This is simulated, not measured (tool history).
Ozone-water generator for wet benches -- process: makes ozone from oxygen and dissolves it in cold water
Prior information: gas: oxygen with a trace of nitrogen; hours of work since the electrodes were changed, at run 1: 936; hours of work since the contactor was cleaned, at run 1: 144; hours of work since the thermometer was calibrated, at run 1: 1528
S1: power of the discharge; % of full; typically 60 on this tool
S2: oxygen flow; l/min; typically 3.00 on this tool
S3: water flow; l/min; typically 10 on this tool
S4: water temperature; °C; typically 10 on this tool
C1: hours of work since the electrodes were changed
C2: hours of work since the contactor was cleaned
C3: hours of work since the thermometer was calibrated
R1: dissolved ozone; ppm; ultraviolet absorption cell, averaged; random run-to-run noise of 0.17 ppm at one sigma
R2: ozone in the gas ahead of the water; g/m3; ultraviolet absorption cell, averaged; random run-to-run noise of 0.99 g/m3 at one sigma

run   hour  S1    S2  S3  S4    C1   C2    C3    R1     R2
  1    0.0  60  3.00  10  10   936  144  1528  23.1  172.0
  2   58.1  60  3.00  10  10   983  190  1575  23.0  173.4
  3  149.4  60  3.00  10  10  1056  264  1648  23.3  170.6
  4  193.4  60  3.00  10  10  1092  299  1683  23.4  170.2
  5  238.2  60  3.00  10  14  1128  335  1719  21.8  171.1
  6  291.8  60  3.00  10  14  1171  378  1762  22.0  171.7
  7  347.5  60  3.00  10  14  1215  423  1807  22.0  170.5
  8  409.8  60  3.00  10  14  1265  473  1857  22.0  172.2
  9  478.7  60  3.00  10  14  1321  528  1912  22.2  171.1

What does the tool deliver on the next run?
 10  526.6  93  3.12  10  10  1359  566  1951   ?   ?

R1: 29.8 ppm
R2: 216.2 g/m3
Were there no unlogged condition in the tool, this run, its random variation unchanged, would have produced R1 29.8 ppm, R2 216.3 g/m3.
